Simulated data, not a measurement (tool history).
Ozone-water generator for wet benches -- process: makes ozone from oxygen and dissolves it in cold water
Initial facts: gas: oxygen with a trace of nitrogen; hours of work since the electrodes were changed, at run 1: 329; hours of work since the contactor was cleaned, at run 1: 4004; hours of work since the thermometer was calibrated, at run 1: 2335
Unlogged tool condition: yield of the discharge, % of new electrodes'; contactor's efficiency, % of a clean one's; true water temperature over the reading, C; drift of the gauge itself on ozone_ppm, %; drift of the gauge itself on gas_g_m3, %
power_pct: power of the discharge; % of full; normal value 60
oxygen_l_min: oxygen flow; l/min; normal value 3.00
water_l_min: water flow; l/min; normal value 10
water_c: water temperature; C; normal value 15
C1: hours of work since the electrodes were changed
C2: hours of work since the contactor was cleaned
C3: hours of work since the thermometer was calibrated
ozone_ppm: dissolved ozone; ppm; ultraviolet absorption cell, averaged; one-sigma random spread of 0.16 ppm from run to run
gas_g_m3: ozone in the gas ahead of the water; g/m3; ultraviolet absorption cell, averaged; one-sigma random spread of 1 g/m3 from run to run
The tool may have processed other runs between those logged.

{"run": 1, "hour": 0.0, "power_pct": 60, "oxygen_l_min": 3.0, "water_l_min": 10, "water_c": 15, "C1": 329, "C2": 4004, "C3": 2335, "ozone_ppm": 19.1, "gas_g_m3": 177.4}
{"run": 2, "hour": 85.7, "power_pct": 60, "oxygen_l_min": 3.0, "water_l_min": 10, "water_c": 15, "C1": 396, "C2": 4071, "C3": 2403, "ozone_ppm": 19.1, "gas_g_m3": 178.1}
{"run": 3, "hour": 132.4, "power_pct": 60, "oxygen_l_min": 2.98, "water_l_min": 10, "water_c": 15, "C1": 433, "C2": 4107, "C3": 2439, "ozone_ppm": 19.1, "gas_g_m3": 179.6}
{"run": 4, "hour": 196.3, "power_pct": 60, "oxygen_l_min": 2.98, "water_l_min": 10, "water_c": 15, "C1": 483, "C2": 4158, "C3": 2489, "ozone_ppm": 18.9, "gas_g_m3": 179.7}
{"run": 5, "hour": 239.7, "power_pct": 60, "oxygen_l_min": 3.0, "water_l_min": 13, "water_c": 15, "C1": 517, "C2": 4192, "C3": 2523, "ozone_ppm": 15.2, "gas_g_m3": 177.5}
{"run": 6, "hour": 333.1, "power_pct": 60, "oxygen_l_min": 3.0, "water_l_min": 10, "water_c": 15, "C1": 590, "C2": 4265, "C3": 2597, "ozone_ppm": 19.0, "gas_g_m3": 177.0}
{"run": 7, "hour": 426.5, "power_pct": 60, "oxygen_l_min": 3.0, "water_l_min": 10, "water_c": 15, "C1": 664, "C2": 4338, "C3": 2670, "ozone_ppm": 18.8, "gas_g_m3": 176.3}
{"run": 8, "hour": 489.2, "power_pct": 60, "oxygen_l_min": 3.0, "water_l_min": 10, "water_c": 15, "C1": 713, "C2": 4388, "C3": 2719, "ozone_ppm": 19.0, "gas_g_m3": 176.8}
{"run": 9, "hour": 554.0, "power_pct": 60, "oxygen_l_min": 3.0, "water_l_min": 10, "water_c": 15, "C1": 764, "C2": 4438, "C3": 2770, "ozone_ppm": 18.6, "gas_g_m3": 176.4}
{"run": 10, "hour": 606.4, "power_pct": 60, "oxygen_l_min": 3.0, "water_l_min": 10, "water_c": 15, "C1": 805, "C2": 4480, "C3": 2811, "ozone_ppm": 19.0, "gas_g_m3": 176.7}
{"run": 11, "hour": 695.8, "power_pct": 60, "oxygen_l_min": 3.0, "water_l_min": 10, "water_c": 15, "C1": 875, "C2": 4550, "C3": 2882, "ozone_ppm": 18.9, "gas_g_m3": 176.0}
{"run": 12, "hour": 796.2, "power_pct": 52, "oxygen_l_min": 3.0, "water_l_min": 10, "water_c": 15, "C1": 954, "C2": 4629, "C3": 2960, "ozone_ppm": 17.4, "gas_g_m3": 163.4}
{"run": 13, "hour": 885.7, "power_pct": 60, "oxygen_l_min": 3.0, "water_l_min": 10, "water_c": 15, "C1": 1024, "C2": 4699, "C3": 3031, "ozone_ppm": 18.8, "gas_g_m3": 177.3}
{"run": 14, "hour": 950.1, "power_pct": 60, "oxygen_l_min": 3.0, "water_l_min": 10, "water_c": 15, "C1": 1075, "C2": 4749, "C3": 3081, "ozone_ppm": 18.9, "gas_g_m3": 176.4}
{"run": 15, "hour": 1015.3, "power_pct": 60, "oxygen_l_min": 3.0, "water_l_min": 10, "water_c": 15, "C1": 1126, "C2": 4801, "C3": 3132, "ozone_ppm": 19.0, "gas_g_m3": 176.5}
{"run": 16, "hour": 1112.1, "power_pct": 60, "oxygen_l_min": 1.7, "water_l_min": 10, "water_c": 15, "C1": 1202, "C2": 4877, "C3": 3208, "ozone_ppm": 18.9, "gas_g_m3": 250.1}
{"run": 17, "hour": 1167.2, "power_pct": 60, "oxygen_l_min": 1.7, "water_l_min": 10, "water_c": 15, "C1": 1245, "C2": 4920, "C3": 3252, "ozone_ppm": 19.0, "gas_g_m3": 249.3}
{"run": 18, "hour": 1238.3, "power_pct": 60, "oxygen_l_min": 3.0, "water_l_min": 10, "water_c": 18, "C1": 1301, "C2": 4976, "C3": 3307, "ozone_ppm": 17.8, "gas_g_m3": 175.1}
{"run": 19, "hour": 1331.5, "power_pct": 51, "oxygen_l_min": 2.99, "water_l_min": 7, "water_c": 19, "C1": 1374, "C2": 5049, "C3": 3381, "ozone_ppm": 20.8, "gas_g_m3": 160.1}
{"run": 20, "hour": 1379.5, "power_pct": 51, "oxygen_l_min": 2.99, "water_l_min": 7, "water_c": 19, "C1": 1412, "C2": 5087, "C3": 3418, "ozone_ppm": 20.6, "gas_g_m3": 161.8}
{"run": 21, "hour": 1427.2, "power_pct": 51, "oxygen_l_min": 2.99, "water_l_min": 7, "water_c": 19, "C1": 1449, "C2": 5124, "C3": 3456, "ozone_ppm": 20.8, "gas_g_m3": 159.8}
{"run": 22, "hour": 1471.0, "power_pct": 54, "oxygen_l_min": 4.64, "water_l_min": 7, "water_c": 19, "C1": 1484, "C2": 5158, "C3": 3490, "ozone_ppm": 19.1, "gas_g_m3": 126.8}
{"hour": 1481.6, "done": "water thermometer calibrated"}
{"run": 23, "hour": 1512.6, "power_pct": 56, "oxygen_l_min": 4.64, "water_l_min": 10, "water_c": 10, "C1": 1516, "C2": 5191, "C3": 24, "ozone_ppm": 18.7, "gas_g_m3": 129.3}
{"run": 24, "hour": 1569.8, "power_pct": 56, "oxygen_l_min": 4.64, "water_l_min": 10, "water_c": 10, "C1": 1561, "C2": 5236, "C3": 69, "ozone_ppm": 18.3, "gas_g_m3": 128.9}
{"run": 25, "hour": 1619.0, "power_pct": 44, "oxygen_l_min": 2.79, "water_l_min": 14, "water_c": 11, "C1": 1599, "C2": 5274, "C3": 108, "ozone_ppm": 12.2, "gas_g_m3": 155.5}
{"run": 26, "hour": 1706.4, "power_pct": 44, "oxygen_l_min": 2.79, "water_l_min": 14, "water_c": 11, "C1": 1668, "C2": 5343, "C3": 177, "ozone_ppm": 12.5, "gas_g_m3": 153.4}
{"run": 27, "hour": 1770.2, "power_pct": 44, "oxygen_l_min": 2.79, "water_l_min": 14, "water_c": 11, "C1": 1718, "C2": 5393, "C3": 227, "ozone_ppm": 12.2, "gas_g_m3": 153.1}
{"run": 28, "hour": 1835.6, "power_pct": 44, "oxygen_l_min": 2.79, "water_l_min": 14, "water_c": 11, "C1": 1769, "C2": 5444, "C3": 278, "ozone_ppm": 12.1, "gas_g_m3": 153.5}
{"run": 29, "hour": 1894.7, "power_pct": 84, "oxygen_l_min": 3.0, "water_l_min": 9, "water_c": 10, "C1": 1816, "C2": 5491, "C3": 324, "ozone_ppm": 26.1, "gas_g_m3": 211.1}
{"run": 30, "hour": 1977.1, "power_pct": 84, "oxygen_l_min": 3.0, "water_l_min": 9, "water_c": 10, "C1": 1881, "C2": 5555, "C3": 389, "ozone_ppm": 26.0, "gas_g_m3": 211.1}
{"run": 31, "hour": 2052.4, "power_pct": 93, "oxygen_l_min": 3.0, "water_l_min": 11, "water_c": 15, "C1": 1940, "C2": 5614, "C3": 448, "ozone_ppm": 21.5, "gas_g_m3": 222.0}
{"run": 32, "hour": 2105.3, "power_pct": 69, "oxygen_l_min": 1.7, "water_l_min": 10, "water_c": 15, "C1": 1981, "C2": 5656, "C3": 490, "ozone_ppm": 20.1, "gas_g_m3": 269.3}

4 options for the next run, each taken on its own from the tool as it stands now. Forecast them:
{"run": "A", "hour": 2199.4, "power_pct": 69, "oxygen_l_min": 1.7, "water_l_min": 10, "water_c": 8, "C1": 2055, "C2": 5730, "C3": 564, "ozone_ppm": "?", "gas_g_m3": "?"}
{"run": "B", "hour": 2199.4, "power_pct": 60, "oxygen_l_min": 3.55, "water_l_min": 14, "water_c": 15, "C1": 2055, "C2": 5730, "C3": 564, "ozone_ppm": "?", "gas_g_m3": "?"}
{"run": "C", "hour": 2199.4, "power_pct": 69, "oxygen_l_min": 1.7, "water_l_min": 10, "water_c": 10, "C1": 2055, "C2": 5730, "C3": 564, "ozone_ppm": "?", "gas_g_m3": "?"}
{"run": "D", "hour": 2199.4, "power_pct": 69, "oxygen_l_min": 3.17, "water_l_min": 8, "water_c": 15, "C1": 2055, "C2": 5730, "C3": 564, "ozone_ppm": "?", "gas_g_m3": "?"}

run=A ozone_ppm=21.8 gas_g_m3=270.7
run=B ozone_ppm=13.6 gas_g_m3=157.9
run=C ozone_ppm=21.1 gas_g_m3=271.0
run=D ozone_ppm=23.4 gas_g_m3=182.4
Take away the tool's hidden state, keep each run's random variation, and the runs would have read:
run=A ozone_ppm=23.7 gas_g_m3=276.1
run=B ozone_ppm=14.9 gas_g_m3=160.8
run=C ozone_ppm=22.9 gas_g_m3=276.4
run=D ozone_ppm=25.3 gas_g_m3=186.1
